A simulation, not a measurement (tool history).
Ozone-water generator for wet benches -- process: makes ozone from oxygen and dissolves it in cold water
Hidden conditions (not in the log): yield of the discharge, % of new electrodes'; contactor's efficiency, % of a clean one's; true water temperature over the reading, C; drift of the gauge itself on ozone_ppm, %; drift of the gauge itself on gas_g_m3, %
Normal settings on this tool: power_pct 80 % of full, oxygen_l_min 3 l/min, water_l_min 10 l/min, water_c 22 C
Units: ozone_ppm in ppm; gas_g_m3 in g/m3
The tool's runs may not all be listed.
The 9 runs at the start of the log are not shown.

run      day  power_pct  oxygen_l_min  water_l_min  water_c  hours of work since the electrodes were changed  hours of work since the contactor was cleaned  hours of work since the thermometer was calibrated  ozone_ppm  gas_g_m3
 10   26.254         80             3            8       22                                             2466                                           2285                                                3009       26.4     204.4
 11   28.629         80             3           10       22                                             2503                                           2322                                                3046       22.9     202.8
      30.471  -- water thermometer calibrated
 12   31.979         80          3.14           10       22                                             2555                                           2373                                                  23       22.9     195.9
 13   36.004         80          3.14           10       22                                             2617                                           2435                                                  86       22.7     196.8
 14   39.921         80          3.14           10       22                                             2677                                           2496                                                 146       22.9       197
 15   43.883         80          3.14           10       22                                             2739                                           2557                                                 208       22.6     196.8
 16   46.796         80           1.9           10       22                                             2784                                           2602                                                 253       24.9     277.3
 17   50.771         80           1.9           10       23                                             2845                                           2664                                                 314       24.2     278.1
 18   54.712         80             3           10       22                                             2906                                           2725                                                 375       23.1     199.8
 19   58.333         80          1.97           10       17                                             2962                                           2781                                                 431         26     270.1
 20   62.417         80          1.97           10       17                                             3026                                           2844                                                 494       26.2     268.9
 21     66.4         80             3           10       28                                             3087                                           2906                                                 556       20.9     200.2
 22   69.521         76             3            7       22                                             3135                                           2954                                                 604       27.7     194.5
 23   73.433         76             3            7       22                                             3196                                           3015                                                 665       27.8       192
 24   77.146         51             3           12       17                                             3254                                           3072                                                 722       15.5     142.7
 25   79.412         51             3           12       17                                             3289                                           3107                                                 757       15.2     143.2
 26   81.738         67          4.58            8       14                                             3325                                           3143                                                 793         24     130.9
 27   84.225         94             3           10       23                                             3363                                           3182                                                 832       25.4     224.9
 28   86.625         94             3           10       23                                             3400                                           3219                                                 869       25.4     226.2
 29   90.388         43           1.7            7       29                                             3458                                           3277                                                 927       18.2     185.7
 30   93.279         99          2.08           10       28                                             3503                                           3322                                                 972       26.5     305.9
 31   95.508         46             3           10       14                                             3538                                           3356                                                1006       17.2     131.9
 32   97.958         46             3           10       14                                             3576                                           3394                                                1044       17.4     129.2
      98.475  -- contactor cleaned
 33  100.754         59             3           14       23                                             3616                                             35                                                1085         14     157.2

Below are 3 alternative next runs, each starting from the tool's condition after run 33. Predict each:
  A  105.012         93          1.66            7       22                                             3682                                            101                                                1151          ?         ?
  B  105.012         80           1.8            9       19                                             3682                                            101                                                1151          ?         ?
  C  105.012         80             3            8       22                                             3682                                            101                                                1151          ?         ?

run  ozone_ppm  gas_g_m3
  A       36.8     335.8
  B       27.7     283.5
  C       26.3     200.5
With no hidden state in the tool, these same runs would have given:
run  ozone_ppm  gas_g_m3
  A       36.9     345.9
  B       27.8       292
  C       26.3     206.5
